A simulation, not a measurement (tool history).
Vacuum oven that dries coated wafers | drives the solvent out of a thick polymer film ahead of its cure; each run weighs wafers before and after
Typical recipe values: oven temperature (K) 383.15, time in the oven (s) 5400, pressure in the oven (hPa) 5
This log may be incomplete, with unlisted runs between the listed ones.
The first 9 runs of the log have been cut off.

Run 10, hour 81.2: usual settings but time in the oven (s) 9300. Result: solvent left in the film (%) 0.32.
Run 11, hour 88.7: usual settings but time in the oven (s) 9300. Result: solvent left in the film (%) 0.37.
Run 12, hour 94.4: usual settings. Result: solvent left in the film (%) 1.01.
Run 13, hour 103.5: usual settings but time in the oven (s) 8340. Result: solvent left in the film (%) 0.43.
Run 14, hour 111.5: usual settings but oven temperature (K) 387.15, time in the oven (s) 8340. Result: solvent left in the film (%) 0.31.
Run 15, hour 117.2: usual settings but oven temperature (K) 387.15, time in the oven (s) 8340. Result: solvent left in the film (%) 0.28.
Run 16, hour 125.7: usual settings but pressure in the oven (hPa) 17.31. Result: solvent left in the film (%) 1.59.
Run 17, hour 132.5: usual settings but oven temperature (K) 396.15, pressure in the oven (hPa) 17.31. Result: solvent left in the film (%) 0.58.
Run 18, hour 144.9: usual settings but oven temperature (K) 379.15. Result: solvent left in the film (%) 1.7.
Run 19, hour 152.1: usual settings but oven temperature (K) 375.15. Result: solvent left in the film (%) 2.64.
Run 20, hour 159: usual settings but oven temperature (K) 375.15. Result: solvent left in the film (%) 2.65.
Run 21, hour 170.2: usual settings but oven temperature (K) 375.15. Result: solvent left in the film (%) 2.67.
Run 22, hour 175.6: usual settings. Result: solvent left in the film (%) 1.
Run 23, hour 185.4: usual settings. Result: solvent left in the film (%) 1.
Run 24, hour 192.9: usual settings. Result: solvent left in the film (%) 0.97.
Run 25, hour 205.2: usual settings but oven temperature (K) 387.15, time in the oven (s) 4260, pressure in the oven (hPa) 6.33. Result: solvent left in the film (%) 1.
Run 26, hour 210.7: usual settings but oven temperature (K) 387.15, time in the oven (s) 4260, pressure in the oven (hPa) 6.33. Result: solvent left in the film (%) 0.97.
Run 27, hour 219.2: usual settings but oven temperature (K) 371.15, time in the oven (s) 6360, pressure in the oven (hPa) 9.47. Result: solvent left in the film (%) 3.39.
Run 28, hour 231.6: usual settings but oven temperature (K) 398.15, time in the oven (s) 9300, pressure in the oven (hPa) 16.78. Result: solvent left in the film (%) 0.53.
Run 29, hour 244.1: usual settings but oven temperature (K) 398.15, time in the oven (s) 9300, pressure in the oven (hPa) 16.78. Result: solvent left in the film (%) 0.51.
Run 30, hour 250.9: usual settings but oven temperature (K) 398.15, time in the oven (s) 9300, pressure in the oven (hPa) 16.78. Result: solvent left in the film (%) 0.51.
Run 31, hour 255.9: usual settings. Result: solvent left in the film (%) 1.01.
Run 32, hour 263.8: usual settings but oven temperature (K) 395.15, time in the oven (s) 8460, pressure in the oven (hPa) 2.9. Result: solvent left in the film (%) 0.14.
Run 33, hour 269.5: usual settings but oven temperature (K) 396.15, time in the oven (s) 8880. Result: solvent left in the film (%) 0.22.
Run 34, hour 277.5: usual settings but oven temperature (K) 368.15, time in the oven (s) 8760, pressure in the oven (hPa) 3.64. Result: solvent left in the film (%) 2.65.

Run 35 comes next. What will it give?
Run 35, hour 285: usual settings but oven temperature (K) 394.15, time in the oven (s) 3180, pressure in the oven (hPa) 3.96. Result: solvent left in the film (%) ?.

Run 35 yielded solvent left in the film (%) 0.66.
Minus the tool's unlogged condition, the same run would have read solvent left in the film (%) 0.64.
